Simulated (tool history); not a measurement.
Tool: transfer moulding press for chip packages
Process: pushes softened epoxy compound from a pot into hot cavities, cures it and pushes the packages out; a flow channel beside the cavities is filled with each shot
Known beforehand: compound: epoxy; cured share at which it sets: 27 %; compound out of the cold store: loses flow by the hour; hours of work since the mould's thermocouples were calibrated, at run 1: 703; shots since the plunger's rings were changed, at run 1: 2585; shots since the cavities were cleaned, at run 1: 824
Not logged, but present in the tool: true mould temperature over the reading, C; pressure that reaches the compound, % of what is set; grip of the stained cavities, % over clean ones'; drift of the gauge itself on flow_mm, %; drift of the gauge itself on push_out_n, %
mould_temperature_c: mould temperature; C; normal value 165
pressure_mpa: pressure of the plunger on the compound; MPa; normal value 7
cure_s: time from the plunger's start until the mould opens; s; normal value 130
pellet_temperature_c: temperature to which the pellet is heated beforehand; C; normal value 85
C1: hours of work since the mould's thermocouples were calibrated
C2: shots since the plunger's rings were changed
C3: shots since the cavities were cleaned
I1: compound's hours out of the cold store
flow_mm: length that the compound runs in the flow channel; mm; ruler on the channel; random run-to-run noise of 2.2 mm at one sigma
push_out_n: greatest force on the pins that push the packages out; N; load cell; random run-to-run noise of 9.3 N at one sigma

{"run": 1, "hour": 0.0, "mould_temperature_c": 165, "pressure_mpa": 7, "cure_s": 130, "pellet_temperature_c": 85, "C1": 703, "C2": 2585, "C3": 824, "I1": 13.5, "flow_mm": 600, "push_out_n": 925}
{"run": 2, "hour": 43.6, "mould_temperature_c": 165, "pressure_mpa": 7, "cure_s": 130, "pellet_temperature_c": 85, "C1": 722, "C2": 2861, "C3": 1100, "I1": 37.2, "flow_mm": 548, "push_out_n": 936}
{"hour": 61.0, "done": "cavities cleaned with cleaning compound and waxed"}
{"run": 3, "hour": 84.6, "mould_temperature_c": 165, "pressure_mpa": 7, "cure_s": 144, "pellet_temperature_c": 85, "C1": 739, "C2": 3111, "C3": 149, "I1": 45.5, "flow_mm": 527, "push_out_n": 549}
{"run": 4, "hour": 140.4, "mould_temperature_c": 165, "pressure_mpa": 7, "cure_s": 144, "pellet_temperature_c": 85, "C1": 763, "C2": 3463, "C3": 501, "I1": 20, "flow_mm": 574, "push_out_n": 698}
{"run": 5, "hour": 188.7, "mould_temperature_c": 165, "pressure_mpa": 7, "cure_s": 144, "pellet_temperature_c": 85, "C1": 784, "C2": 3769, "C3": 807, "I1": 9.2, "flow_mm": 606, "push_out_n": 819}
{"hour": 249.0, "done": "cavities cleaned with cleaning compound and waxed"}
{"run": 6, "hour": 249.0, "mould_temperature_c": 165, "pressure_mpa": 7, "cure_s": 144, "pellet_temperature_c": 85, "C1": 810, "C2": 4140, "C3": 0, "I1": 25.8, "flow_mm": 564, "push_out_n": 402}
{"run": 7, "hour": 310.2, "mould_temperature_c": 165, "pressure_mpa": 7, "cure_s": 144, "pellet_temperature_c": 85, "C1": 837, "C2": 4527, "C3": 387, "I1": 39.9, "flow_mm": 531, "push_out_n": 668}
{"run": 8, "hour": 346.5, "mould_temperature_c": 165, "pressure_mpa": 7, "cure_s": 144, "pellet_temperature_c": 85, "C1": 852, "C2": 4757, "C3": 617, "I1": 46.7, "flow_mm": 516, "push_out_n": 771}
{"hour": 354.5, "done": "mould's thermocouples calibrated"}
{"hour": 366.4, "done": "plunger's sealing rings changed"}
{"run": 9, "hour": 388.0, "mould_temperature_c": 165, "pressure_mpa": 7, "cure_s": 130, "pellet_temperature_c": 85, "C1": 14, "C2": 137, "C3": 851, "I1": 43.8, "flow_mm": 548, "push_out_n": 877}
{"hour": 441.8, "done": "cavities cleaned with cleaning compound and waxed"}
{"run": 10, "hour": 453.8, "mould_temperature_c": 165, "pressure_mpa": 7, "cure_s": 130, "pellet_temperature_c": 92, "C1": 42, "C2": 543, "C3": 76, "I1": 15.1, "flow_mm": 606, "push_out_n": 503}
{"run": 11, "hour": 512.9, "mould_temperature_c": 161, "pressure_mpa": 7, "cure_s": 130, "pellet_temperature_c": 92, "C1": 67, "C2": 917, "C3": 450, "I1": 30.4, "flow_mm": 573, "push_out_n": 895}
{"run": 12, "hour": 554.7, "mould_temperature_c": 161, "pressure_mpa": 7, "cure_s": 130, "pellet_temperature_c": 92, "C1": 86, "C2": 1181, "C3": 714, "I1": 44.1, "flow_mm": 542, "push_out_n": 975}
{"run": 13, "hour": 588.9, "mould_temperature_c": 161, "pressure_mpa": 7, "cure_s": 130, "pellet_temperature_c": 92, "C1": 101, "C2": 1397, "C3": 930, "I1": 15.1, "flow_mm": 603, "push_out_n": 1090}
{"hour": 630.9, "done": "cavities cleaned with cleaning compound and waxed"}
{"run": 14, "hour": 632.1, "mould_temperature_c": 161, "pressure_mpa": 7, "cure_s": 130, "pellet_temperature_c": 92, "C1": 119, "C2": 1660, "C3": 7, "I1": 11.9, "flow_mm": 611, "push_out_n": 550}
{"run": 15, "hour": 660.4, "mould_temperature_c": 165, "pressure_mpa": 6.8, "cure_s": 130, "pellet_temperature_c": 85, "C1": 131, "C2": 1839, "C3": 186, "I1": 26.2, "flow_mm": 565, "push_out_n": 590}
{"run": 16, "hour": 724.2, "mould_temperature_c": 165, "pressure_mpa": 6.8, "cure_s": 130, "pellet_temperature_c": 85, "C1": 159, "C2": 2243, "C3": 590, "I1": 46, "flow_mm": 527, "push_out_n": 789}
{"run": 17, "hour": 757.7, "mould_temperature_c": 165, "pressure_mpa": 5.82, "cure_s": 130, "pellet_temperature_c": 93, "C1": 173, "C2": 2455, "C3": 802, "I1": 19.1, "flow_mm": 535, "push_out_n": 870}
{"run": 18, "hour": 810.4, "mould_temperature_c": 165, "pressure_mpa": 5.82, "cure_s": 130, "pellet_temperature_c": 81, "C1": 196, "C2": 2787, "C3": 1134, "I1": 31.6, "flow_mm": 509, "push_out_n": 939}
{"hour": 821.1, "done": "cavities cleaned with cleaning compound and waxed"}
{"run": 19, "hour": 877.2, "mould_temperature_c": 163, "pressure_mpa": 5.42, "cure_s": 128, "pellet_temperature_c": 91, "C1": 225, "C2": 3200, "C3": 354, "I1": 26.9, "flow_mm": 496, "push_out_n": 782}
{"run": 20, "hour": 941.8, "mould_temperature_c": 163, "pressure_mpa": 5.42, "cure_s": 128, "pellet_temperature_c": 91, "C1": 253, "C2": 3608, "C3": 762, "I1": 28.8, "flow_mm": 489, "push_out_n": 951}
{"run": 21, "hour": 996.2, "mould_temperature_c": 163, "pressure_mpa": 5.42, "cure_s": 165, "pellet_temperature_c": 79, "C1": 277, "C2": 3953, "C3": 1107, "I1": 39.6, "flow_mm": 470, "push_out_n": 805}
{"hour": 1010.5, "done": "cavities cleaned with cleaning compound and waxed"}
{"run": 22, "hour": 1060.9, "mould_temperature_c": 163, "pressure_mpa": 5.42, "cure_s": 165, "pellet_temperature_c": 79, "C1": 304, "C2": 4352, "C3": 319, "I1": 26, "flow_mm": 495, "push_out_n": 583}
{"run": 23, "hour": 1090.4, "mould_temperature_c": 161, "pressure_mpa": 7, "cure_s": 112, "pellet_temperature_c": 85, "C1": 317, "C2": 4539, "C3": 506, "I1": 25.9, "flow_mm": 555, "push_out_n": 1317}
{"hour": 1143.2, "done": "plunger's sealing rings changed"}
{"run": 24, "hour": 1150.6, "mould_temperature_c": 165, "pressure_mpa": 7.96, "cure_s": 144, "pellet_temperature_c": 86, "C1": 342, "C2": 47, "C3": 870, "I1": 11.3, "flow_mm": 664, "push_out_n": 830}
{"run": 25, "hour": 1194.7, "mould_temperature_c": 165, "pressure_mpa": 7, "cure_s": 130, "pellet_temperature_c": 78, "C1": 362, "C2": 326, "C3": 1149, "I1": 24.1, "flow_mm": 590, "push_out_n": 950}
{"hour": 1201.0, "done": "cavities cleaned with cleaning compound and waxed"}
{"run": 26, "hour": 1244.6, "mould_temperature_c": 165, "pressure_mpa": 7, "cure_s": 130, "pellet_temperature_c": 85, "C1": 383, "C2": 632, "C3": 276, "I1": 33.8, "flow_mm": 567, "push_out_n": 657}
{"run": 27, "hour": 1300.9, "mould_temperature_c": 165, "pressure_mpa": 7, "cure_s": 130, "pellet_temperature_c": 85, "C1": 407, "C2": 988, "C3": 632, "I1": 9.2, "flow_mm": 621, "push_out_n": 886}
{"run": 28, "hour": 1361.0, "mould_temperature_c": 160, "pressure_mpa": 7, "cure_s": 118, "pellet_temperature_c": 76, "C1": 434, "C2": 1367, "C3": 1011, "I1": 15.9, "flow_mm": 603, "push_out_n": 1665}

Here are 4 independent what-if runs from the current tool condition. What would each one return?
{"hour": 1389.6, "done": "cavities cleaned with cleaning compound and waxed"}
{"run": "A", "hour": 1396.2, "mould_temperature_c": 165, "pressure_mpa": 8.19, "cure_s": 130, "pellet_temperature_c": 90, "C1": 448, "C2": 1581, "C3": 42, "I1": 38.5, "flow_mm": "?", "push_out_n": "?"}
{"hour": 1389.6, "done": "cavities cleaned with cleaning compound and waxed"}
{"run": "B", "hour": 1396.2, "mould_temperature_c": 160, "pressure_mpa": 8.11, "cure_s": 118, "pellet_temperature_c": 76, "C1": 448, "C2": 1581, "C3": 42, "I1": 32.7, "flow_mm": "?", "push_out_n": "?"}
{"hour": 1389.6, "done": "cavities cleaned with cleaning compound and waxed"}
{"run": "C", "hour": 1396.2, "mould_temperature_c": 171, "pressure_mpa": 6.18, "cure_s": 118, "pellet_temperature_c": 82, "C1": 448, "C2": 1581, "C3": 42, "I1": 16.4, "flow_mm": "?", "push_out_n": "?"}
{"hour": 1389.6, "done": "cavities cleaned with cleaning compound and waxed"}
{"run": "D", "hour": 1396.2, "mould_temperature_c": 165, "pressure_mpa": 7, "cure_s": 118, "pellet_temperature_c": 76, "C1": 448, "C2": 1581, "C3": 42, "I1": 23.7, "flow_mm": "?", "push_out_n": "?"}

run=A flow_mm=596 push_out_n=479
run=B flow_mm=614 push_out_n=810
run=C flow_mm=555 push_out_n=440
run=D flow_mm=579 push_out_n=595
Take away the tool's hidden state, keep each run's random variation, and the runs would have read:
run=A flow_mm=608 push_out_n=420
run=B flow_mm=626 push_out_n=685
run=C flow_mm=566 push_out_n=387
run=D flow_mm=591 push_out_n=509
